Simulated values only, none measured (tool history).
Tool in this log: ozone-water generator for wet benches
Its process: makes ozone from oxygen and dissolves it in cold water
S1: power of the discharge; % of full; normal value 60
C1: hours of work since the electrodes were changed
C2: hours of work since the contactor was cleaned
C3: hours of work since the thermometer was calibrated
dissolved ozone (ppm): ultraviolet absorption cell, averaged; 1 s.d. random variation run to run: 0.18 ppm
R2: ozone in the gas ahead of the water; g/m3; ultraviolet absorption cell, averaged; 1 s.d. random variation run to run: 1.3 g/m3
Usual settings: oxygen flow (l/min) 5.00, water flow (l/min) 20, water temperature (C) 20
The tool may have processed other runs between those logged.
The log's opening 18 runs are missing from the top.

run 19 day=16.196 | S1=56 oxygen_flow_(l/min)=5.00 water_flow_(l/min)=20 water_temperature_(C)=20 | C1=621 C2=5043 C3=153 | dissolved_ozone_(ppm)=23.7 R2=238.5
run 20 day=17.225 | S1=56 oxygen_flow_(l/min)=6.29 water_flow_(l/min)=26 water_temperature_(C)=20 | C1=639 C2=5061 C3=171 | dissolved_ozone_(ppm)=19.5 R2=211.9
run 21 day=18.479 | S1=60 oxygen_flow_(l/min)=5.00 water_flow_(l/min)=20 water_temperature_(C)=24 | C1=661 C2=5083 C3=193 | dissolved_ozone_(ppm)=22.8 R2=244.1
run 22 day=19.738 | S1=60 oxygen_flow_(l/min)=5.00 water_flow_(l/min)=20 water_temperature_(C)=24 | C1=683 C2=5105 C3=215 | dissolved_ozone_(ppm)=23.1 R2=243.9
run 23 day=20.800 | S1=84 oxygen_flow_(l/min)=7.26 water_flow_(l/min)=17 water_temperature_(C)=15 | C1=702 C2=5124 C3=234 | dissolved_ozone_(ppm)=37.2 R2=251.1
run 24 day=21.458 | S1=64 oxygen_flow_(l/min)=3.24 water_flow_(l/min)=20 water_temperature_(C)=20 | C1=714 C2=5135 C3=245 | dissolved_ozone_(ppm)=23.3 R2=299.9
run 25 day=22.392 | S1=60 oxygen_flow_(l/min)=5.00 water_flow_(l/min)=20 water_temperature_(C)=17 | C1=730 C2=5152 C3=262 | dissolved_ozone_(ppm)=25.7 R2=247.3
run 26 day=23.600 | S1=60 oxygen_flow_(l/min)=4.50 water_flow_(l/min)=18 water_temperature_(C)=17 | C1=751 C2=5173 C3=283 | dissolved_ozone_(ppm)=27.3 R2=255.9
run 27 day=24.658 | S1=60 oxygen_flow_(l/min)=4.50 water_flow_(l/min)=18 water_temperature_(C)=17 | C1=770 C2=5191 C3=302 | dissolved_ozone_(ppm)=27.2 R2=256.9
-- day=25.804 gauge calibrated
run 28 day=25.804 | S1=60 oxygen_flow_(l/min)=4.50 water_flow_(l/min)=18 water_temperature_(C)=17 | C1=790 C2=5212 C3=322 | dissolved_ozone_(ppm)=27.3 R2=250.9
run 29 day=26.838 | S1=60 oxygen_flow_(l/min)=4.50 water_flow_(l/min)=18 water_temperature_(C)=17 | C1=808 C2=5230 C3=340 | dissolved_ozone_(ppm)=27.0 R2=251.5
run 30 day=28.067 | S1=60 oxygen_flow_(l/min)=4.50 water_flow_(l/min)=18 water_temperature_(C)=17 | C1=830 C2=5251 C3=361 | dissolved_ozone_(ppm)=27.3 R2=251.7
run 31 day=28.929 | S1=60 oxygen_flow_(l/min)=4.50 water_flow_(l/min)=18 water_temperature_(C)=17 | C1=845 C2=5266 C3=377 | dissolved_ozone_(ppm)=27.6 R2=251.8
run 32 day=29.708 | S1=60 oxygen_flow_(l/min)=5.00 water_flow_(l/min)=20 water_temperature_(C)=24 | C1=858 C2=5280 C3=390 | dissolved_ozone_(ppm)=23.1 R2=242.0
run 33 day=30.871 | S1=51 oxygen_flow_(l/min)=4.23 water_flow_(l/min)=26 water_temperature_(C)=22 | C1=879 C2=5301 C3=411 | dissolved_ozone_(ppm)=17.0 R2=237.1

Each row is a separate what-if for the run after 33, all from the same tool condition, not one after another. Results?
run A day=31.754 | S1=56 oxygen_flow_(l/min)=5.00 water_flow_(l/min)=12 water_temperature_(C)=21 | C1=894 C2=5316 C3=426 | dissolved_ozone_(ppm)=? R2=?
run B day=31.754 | S1=51 oxygen_flow_(l/min)=4.23 water_flow_(l/min)=23 water_temperature_(C)=22 | C1=894 C2=5316 C3=426 | dissolved_ozone_(ppm)=? R2=?
run C day=31.754 | S1=51 oxygen_flow_(l/min)=3.45 water_flow_(l/min)=26 water_temperature_(C)=14 | C1=894 C2=5316 C3=426 | dissolved_ozone_(ppm)=? R2=?
run D day=31.754 | S1=51 oxygen_flow_(l/min)=4.23 water_flow_(l/min)=26 water_temperature_(C)=13 | C1=894 C2=5316 C3=426 | dissolved_ozone_(ppm)=? R2=?

run=A dissolved_ozone_(ppm)=33.8 R2=234.7
run=B dissolved_ozone_(ppm)=18.8 R2=238.4
run=C dissolved_ozone_(ppm)=17.1 R2=257.3
run=D dissolved_ozone_(ppm)=18.3 R2=238.3
With the hidden condition removed and each run's random variation left untouched, the same runs would have given:
run=A dissolved_ozone_(ppm)=33.8 R2=233.2
run=B dissolved_ozone_(ppm)=18.8 R2=236.9
run=C dissolved_ozone_(ppm)=17.1 R2=255.6
run=D dissolved_ozone_(ppm)=18.4 R2=236.7

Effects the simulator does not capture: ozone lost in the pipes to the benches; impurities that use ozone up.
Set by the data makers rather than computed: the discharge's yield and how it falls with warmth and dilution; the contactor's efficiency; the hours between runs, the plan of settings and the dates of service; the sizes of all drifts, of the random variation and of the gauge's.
